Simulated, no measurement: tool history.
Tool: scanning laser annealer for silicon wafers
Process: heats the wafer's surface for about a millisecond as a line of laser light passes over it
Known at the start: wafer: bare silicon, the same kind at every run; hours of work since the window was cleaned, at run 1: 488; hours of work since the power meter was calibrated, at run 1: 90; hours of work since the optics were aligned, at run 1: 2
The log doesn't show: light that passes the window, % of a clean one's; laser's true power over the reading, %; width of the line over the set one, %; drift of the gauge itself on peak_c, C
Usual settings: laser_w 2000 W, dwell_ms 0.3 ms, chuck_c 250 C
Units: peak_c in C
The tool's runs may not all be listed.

run,hour,laser_w,dwell_ms,chuck_c,hours of work since the window was cleaned,hours of work since the power meter was calibrated,hours of work since the optics were aligned,peak_c
1,0,2000,0.3,250,488,90,2,1031
2,10.7,2000,0.3,250,494,96,8,1031
3,18.7,2000,0.3,250,499,101,13,1030
4,27.9,2000,0.237,250,504,106,18,934
5,32.5,2000,0.237,250,506,108,20,935
6,39.4,2000,0.336,250,510,112,24,1082
7,44.3,2000,0.3,250,513,115,27,1032
8,54.9,2000,0.3,250,518,121,33,1032
9,60.8,2000,0.325,250,522,124,36,1067
10,68.7,2000,0.3,283,526,128,40,1063
11,75.3,2000,0.3,283,530,132,44,1064
12,84.3,2000,0.3,283,535,137,49,1063
13,93.2,2000,0.252,250,540,142,54,958
14,98.7,2000,0.318,250,543,145,57,1054
15,105.6,2097,0.3,250,546,148,60,1076
16,112.2,1911,0.3,250,550,152,64,989
17,117.6,2000,0.3,250,553,155,67,1028
18,124.3,2000,0.295,250,557,159,71,1022
19,132,2000,0.295,250,561,163,75,1023
20,139,2000,0.295,283,565,167,79,1053
21,147.7,2132,0.295,283,570,172,84,1117
22,155.5,2072,0.299,244,574,176,88,1056
23,162.6,1774,0.288,221,578,180,92,878
24,168.7,1970,0.348,250,581,183,95,1081
25,174.2,1970,0.348,250,584,186,98,1082
26,184.4,2025,0.245,259,590,192,104,965
27,191.3,1749,0.225,282,593,196,108,845
28,201,2000,0.301,250,599,201,113,1029
29,209.3,1848,0.37,252,603,205,117,1046
30,213.7,1798,0.364,217,606,208,120,978
31,221.4,1798,0.253,281,610,212,124,900
32,226.2,1979,0.256,250,613,215,127,952
33,233.5,1979,0.256,250,617,219,131,955
34,241.8,2113,0.354,234,621,223,135,1145
35,246.1,2113,0.266,234,624,226,138,1013
36,250.9,1975,0.213,261,626,228,140,892
37,259.5,1975,0.275,249,631,233,145,977
38,264.1,2073,0.239,258,634,236,148,972
39,271.7,2073,0.345,257,638,240,152,1136
40,278.1,1904,0.245,260,641,243,155,913
41,287.6,2135,0.361,251,646,249,161,1182
42,292.1,2135,0.361,251,649,251,163,1187

3 ways to go on from here, each from the tool as it stands after run 42. What would each give?
A,297.1,1944,0.269,223,652,254,166,?
B,297.1,1971,0.361,278,652,254,166,?
C,297.1,2053,0.348,238,652,254,166,?

run,peak_c
A,931
B,1124
C,1109
Without the tool's hidden state the same runs would have given:
run,peak_c
A,948
B,1145
C,1131

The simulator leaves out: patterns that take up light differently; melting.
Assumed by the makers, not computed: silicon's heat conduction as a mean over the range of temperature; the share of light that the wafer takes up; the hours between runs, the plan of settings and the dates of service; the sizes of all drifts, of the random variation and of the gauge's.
